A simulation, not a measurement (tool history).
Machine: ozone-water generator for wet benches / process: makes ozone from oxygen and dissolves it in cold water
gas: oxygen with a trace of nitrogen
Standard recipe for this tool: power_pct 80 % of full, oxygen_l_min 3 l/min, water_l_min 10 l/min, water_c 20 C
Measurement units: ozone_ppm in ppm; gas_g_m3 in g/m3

run 1 hour=0 | power_pct=80 oxygen_l_min=3 water_l_min=10 water_c=20 | ozone_ppm=18.5 gas_g_m3=161.6
run 2 hour=28 | power_pct=80 oxygen_l_min=3 water_l_min=10 water_c=22 | ozone_ppm=18.3 gas_g_m3=159.3
run 3 hour=50.2 | power_pct=80 oxygen_l_min=3 water_l_min=10 water_c=22 | ozone_ppm=18.1 gas_g_m3=159.8
run 4 hour=71.3 | power_pct=46 oxygen_l_min=3 water_l_min=10 water_c=20 | ozone_ppm=12.2 gas_g_m3=106.2
run 5 hour=87.9 | power_pct=46 oxygen_l_min=3 water_l_min=10 water_c=20 | ozone_ppm=12.4 gas_g_m3=107.2
run 6 hour=124.2 | power_pct=46 oxygen_l_min=3 water_l_min=10 water_c=20 | ozone_ppm=12.3 gas_g_m3=107.3
run 7 hour=149.1 | power_pct=80 oxygen_l_min=3 water_l_min=10 water_c=17 | ozone_ppm=19.7 gas_g_m3=161.5
run 8 hour=172.7 | power_pct=80 oxygen_l_min=3 water_l_min=10 water_c=17 | ozone_ppm=19.6 gas_g_m3=160.6
run 9 hour=210.1 | power_pct=80 oxygen_l_min=3 water_l_min=10 water_c=20 | ozone_ppm=18.6 gas_g_m3=160.8
run 10 hour=233.5 | power_pct=80 oxygen_l_min=1.62 water_l_min=10 water_c=20 | ozone_ppm=18.3 gas_g_m3=225.5
run 11 hour=252.5 | power_pct=90 oxygen_l_min=1.76 water_l_min=10 water_c=20 | ozone_ppm=20.4 gas_g_m3=235
run 12 hour=268.8 | power_pct=72 oxygen_l_min=3 water_l_min=9 water_c=20 | ozone_ppm=18.6 gas_g_m3=148.6

What does the tool deliver on the next run?
run 13 hour=295.6 | power_pct=80 oxygen_l_min=3 water_l_min=12 water_c=20 | ozone_ppm=? gas_g_m3=?

Run 13 produced ozone_ppm 16.1 ppm, gas_g_m3 159.5 g/m3.
Without the tool's hidden state the same run would have given ozone_ppm 16.6 ppm, gas_g_m3 162.9 g/m3.

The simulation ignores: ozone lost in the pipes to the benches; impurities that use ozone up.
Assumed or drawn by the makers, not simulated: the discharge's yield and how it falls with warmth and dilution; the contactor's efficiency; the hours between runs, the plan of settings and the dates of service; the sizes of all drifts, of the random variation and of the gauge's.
